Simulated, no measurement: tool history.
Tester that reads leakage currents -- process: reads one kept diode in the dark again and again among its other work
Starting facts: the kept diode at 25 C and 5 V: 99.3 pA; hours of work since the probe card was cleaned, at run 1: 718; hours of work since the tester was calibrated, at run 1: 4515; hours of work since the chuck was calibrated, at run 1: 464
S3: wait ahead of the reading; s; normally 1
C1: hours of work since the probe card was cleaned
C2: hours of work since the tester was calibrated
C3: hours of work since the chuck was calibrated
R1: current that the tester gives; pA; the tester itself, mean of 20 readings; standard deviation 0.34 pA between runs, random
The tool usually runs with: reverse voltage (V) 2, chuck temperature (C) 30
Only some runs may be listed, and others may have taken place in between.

{"run": 1, "hour": 0.0, "reverse voltage (V)": 2, "chuck temperature (C)": 30, "S3": 1, "C1": 718, "C2": 4515, "C3": 464, "R1": 118.12}
{"run": 2, "hour": 194.9, "reverse voltage (V)": 2, "chuck temperature (C)": 30, "S3": 1, "C1": 858, "C2": 4655, "C3": 604, "R1": 120.39}
{"run": 3, "hour": 398.5, "reverse voltage (V)": 2, "chuck temperature (C)": 30, "S3": 1.07, "C1": 1005, "C2": 4802, "C3": 751, "R1": 122.16}
{"run": 4, "hour": 543.0, "reverse voltage (V)": 2, "chuck temperature (C)": 30, "S3": 1.07, "C1": 1109, "C2": 4906, "C3": 855, "R1": 123.28}
{"run": 5, "hour": 786.4, "reverse voltage (V)": 2, "chuck temperature (C)": 30, "S3": 1.57, "C1": 1285, "C2": 5081, "C3": 1030, "R1": 126.1}
{"hour": 813.8, "done": "chuck's temperature calibrated"}
{"hour": 891.8, "done": "tester calibrated"}
{"run": 6, "hour": 947.4, "reverse voltage (V)": 2, "chuck temperature (C)": 30, "S3": 1, "C1": 1398, "C2": 40, "C3": 95, "R1": 115.92}
{"run": 7, "hour": 1111.9, "reverse voltage (V)": 2, "chuck temperature (C)": 30, "S3": 1, "C1": 1517, "C2": 159, "C3": 213, "R1": 117.56}
{"run": 8, "hour": 1246.5, "reverse voltage (V)": 2, "chuck temperature (C)": 30, "S3": 1, "C1": 1614, "C2": 256, "C3": 310, "R1": 119.54}
{"hour": 1347.9, "done": "probe card cleaned and baked"}
{"run": 9, "hour": 1351.9, "reverse voltage (V)": 2, "chuck temperature (C)": 30, "S3": 1, "C1": 3, "C2": 329, "C3": 384, "R1": 114.64}
{"run": 10, "hour": 1550.3, "reverse voltage (V)": 5.36, "chuck temperature (C)": 30, "S3": 1, "C1": 146, "C2": 472, "C3": 527, "R1": 173.08}
{"run": 11, "hour": 1728.8, "reverse voltage (V)": 5.36, "chuck temperature (C)": 30, "S3": 1, "C1": 275, "C2": 601, "C3": 656, "R1": 177.67}
{"run": 12, "hour": 1931.1, "reverse voltage (V)": 2, "chuck temperature (C)": 30, "S3": 1, "C1": 420, "C2": 747, "C3": 802, "R1": 121.26}
{"run": 13, "hour": 2176.2, "reverse voltage (V)": 2, "chuck temperature (C)": 30, "S3": 1, "C1": 597, "C2": 924, "C3": 978, "R1": 122.57}
{"hour": 2277.9, "done": "chuck's temperature calibrated"}
{"run": 14, "hour": 2312.0, "reverse voltage (V)": 2, "chuck temperature (C)": 30, "S3": 1, "C1": 693, "C2": 1020, "C3": 25, "R1": 115.11}
{"run": 15, "hour": 2534.9, "reverse voltage (V)": 2, "chuck temperature (C)": 30, "S3": 1, "C1": 854, "C2": 1181, "C3": 185, "R1": 117.78}
{"run": 16, "hour": 2741.6, "reverse voltage (V)": 2, "chuck temperature (C)": 30, "S3": 1, "C1": 1003, "C2": 1330, "C3": 334, "R1": 119.06}
{"run": 17, "hour": 2909.7, "reverse voltage (V)": 2, "chuck temperature (C)": 30, "S3": 1, "C1": 1124, "C2": 1451, "C3": 455, "R1": 120.64}
{"run": 18, "hour": 3125.5, "reverse voltage (V)": 2, "chuck temperature (C)": 30, "S3": 0.4, "C1": 1280, "C2": 1606, "C3": 611, "R1": 124.5}
{"run": 19, "hour": 3234.4, "reverse voltage (V)": 7.22, "chuck temperature (C)": 30, "S3": 0.4, "C1": 1358, "C2": 1685, "C3": 689, "R1": 223.69}
{"run": 20, "hour": 3407.4, "reverse voltage (V)": 4.08, "chuck temperature (C)": 24, "S3": 7.37, "C1": 1483, "C2": 1810, "C3": 814, "R1": 101.16}
{"run": 21, "hour": 3533.6, "reverse voltage (V)": 5.58, "chuck temperature (C)": 38, "S3": 0.71, "C1": 1574, "C2": 1901, "C3": 905, "R1": 395.42}
{"hour": 3679.6, "done": "probe card cleaned and baked"}
{"hour": 3733.5, "done": "chuck's temperature calibrated"}
{"run": 22, "hour": 3752.0, "reverse voltage (V)": 2.17, "chuck temperature (C)": 38, "S3": 2.85, "C1": 51, "C2": 2054, "C3": 13, "R1": 235.59}
{"run": 23, "hour": 3911.4, "reverse voltage (V)": 6.3, "chuck temperature (C)": 21, "S3": 5.54, "C1": 166, "C2": 2169, "C3": 128, "R1": 76.66}
{"run": 24, "hour": 4079.5, "reverse voltage (V)": 5.23, "chuck temperature (C)": 39, "S3": 1, "C1": 287, "C2": 2290, "C3": 249, "R1": 376.81}
{"run": 25, "hour": 4316.0, "reverse voltage (V)": 4.18, "chuck temperature (C)": 39, "S3": 2.42, "C1": 457, "C2": 2461, "C3": 420, "R1": 348.09}
{"run": 26, "hour": 4545.1, "reverse voltage (V)": 6.54, "chuck temperature (C)": 36, "S3": 2.05, "C1": 622, "C2": 2626, "C3": 585, "R1": 328.25}
{"run": 27, "hour": 4686.0, "reverse voltage (V)": 8.91, "chuck temperature (C)": 56, "S3": 3.65, "C1": 724, "C2": 2728, "C3": 687, "R1": 1979.33}
{"run": 28, "hour": 4827.7, "reverse voltage (V)": 2.99, "chuck temperature (C)": 36, "S3": 9.99, "C1": 826, "C2": 2830, "C3": 789, "R1": 242.31}
{"run": 29, "hour": 4950.7, "reverse voltage (V)": 2.99, "chuck temperature (C)": 36, "S3": 9.99, "C1": 915, "C2": 2918, "C3": 877, "R1": 246.09}
{"run": 30, "hour": 5170.2, "reverse voltage (V)": 2, "chuck temperature (C)": 21, "S3": 1, "C1": 1073, "C2": 3077, "C3": 1036, "R1": 55.28}
{"hour": 5190.8, "done": "chuck's temperature calibrated"}
{"run": 31, "hour": 5309.6, "reverse voltage (V)": 1.57, "chuck temperature (C)": 30, "S3": 1, "C1": 1172, "C2": 3176, "C3": 86, "R1": 103.55}
{"run": 32, "hour": 5530.1, "reverse voltage (V)": 1.57, "chuck temperature (C)": 54, "S3": 5.21, "C1": 1331, "C2": 3334, "C3": 245, "R1": 808.71}
{"run": 33, "hour": 5706.1, "reverse voltage (V)": 2.43, "chuck temperature (C)": 26, "S3": 4.78, "C1": 1458, "C2": 3461, "C3": 371, "R1": 90}
{"run": 34, "hour": 5890.3, "reverse voltage (V)": 5.87, "chuck temperature (C)": 39, "S3": 4.24, "C1": 1591, "C2": 3594, "C3": 504, "R1": 413.39}
{"hour": 6022.6, "done": "probe card cleaned and baked"}
{"run": 35, "hour": 6087.4, "reverse voltage (V)": 2.41, "chuck temperature (C)": 56, "S3": 1, "C1": 47, "C2": 3734, "C3": 644, "R1": 1163.38}
{"run": 36, "hour": 6294.2, "reverse voltage (V)": 19.3, "chuck temperature (C)": 56, "S3": 0.39, "C1": 196, "C2": 3883, "C3": 793, "R1": 2724.78}
{"run": 37, "hour": 6521.4, "reverse voltage (V)": 19.3, "chuck temperature (C)": 56, "S3": 0.39, "C1": 360, "C2": 4047, "C3": 957, "R1": 2773.87}
{"hour": 6648.7, "done": "chuck's temperature calibrated"}
{"run": 38, "hour": 6731.1, "reverse voltage (V)": 18.41, "chuck temperature (C)": 30, "S3": 1.3, "C1": 509, "C2": 4196, "C3": 59, "R1": 282.67}

What differs in the tool's unlogged condition from the final listed run ahead of each entry between runs to the first listed run following it?
Run 5 -> run 6: chuck's temperature calibrated (hour 813.8); tester calibrated (hour 891.8)
  stray current of the dirty probe card, pA a volt: 2.259 -> 2.448; current scale over the true one, %: -1.16 -> 0.11; true chuck temperature over the reading, C: 1.06 -> -0.04
  the result without the hidden state subtracted from the measured one, R1: +14.47 -> +4.59 pA
Run 8 -> run 9: probe card cleaned and baked (hour 1347.9)
  stray current of the dirty probe card, pA a volt: 2.826 -> 0.03; current scale over the true one, %: 0.05 -> 0.03; true chuck temperature over the reading, C: 0.18 -> 0.27
  the result without the hidden state subtracted from the measured one, R1: +7.62 -> +2.84 pA
Run 13 -> run 14: chuck's temperature calibrated (hour 2277.9)
  stray current of the dirty probe card, pA a volt: 1.058 -> 1.228; current scale over the true one, %: -0.13 -> -0.15; true chuck temperature over the reading, C: 0.86 -> 0.13
  the result without the hidden state subtracted from the measured one, R1: +11.18 -> +3.55 pA
Run 21 -> run 22: probe card cleaned and baked (hour 3679.6); chuck's temperature calibrated (hour 3733.5)
  stray current of the dirty probe card, pA a volt: 2.71 -> 0.109; current scale over the true one, %: -0.39 -> -0.44; true chuck temperature over the reading, C: 1.04 -> -0.06
  the result without the hidden state subtracted from the measured one, R1: +46.77 -> -2.17 pA
Run 30 -> run 31: chuck's temperature calibrated (hour 5190.8)
  stray current of the dirty probe card, pA a volt: 1.858 -> 2.023; current scale over the true one, %: -0.7 -> -0.73; true chuck temperature over the reading, C: 0.95 -> 0.03
  the result without the hidden state subtracted from the measured one, R1: +7.87 -> +2.65 pA
Run 34 -> run 35: probe card cleaned and baked (hour 6022.6)
  stray current of the dirty probe card, pA a volt: 2.729 -> 0.097; current scale over the true one, %: -0.84 -> -0.88; true chuck temperature over the reading, C: 0.45 -> 0.59
  the result without the hidden state subtracted from the measured one, R1: +28.04 -> +43.16 pA
Run 37 -> run 38: chuck's temperature calibrated (hour 6648.7)
  stray current of the dirty probe card, pA a volt: 0.622 -> 0.872; current scale over the true one, %: -0.97 -> -1.01; true chuck temperature over the reading, C: 0.91 -> -0.16
  the result without the hidden state subtracted from the measured one, R1: +177.79 -> +8.74 pA
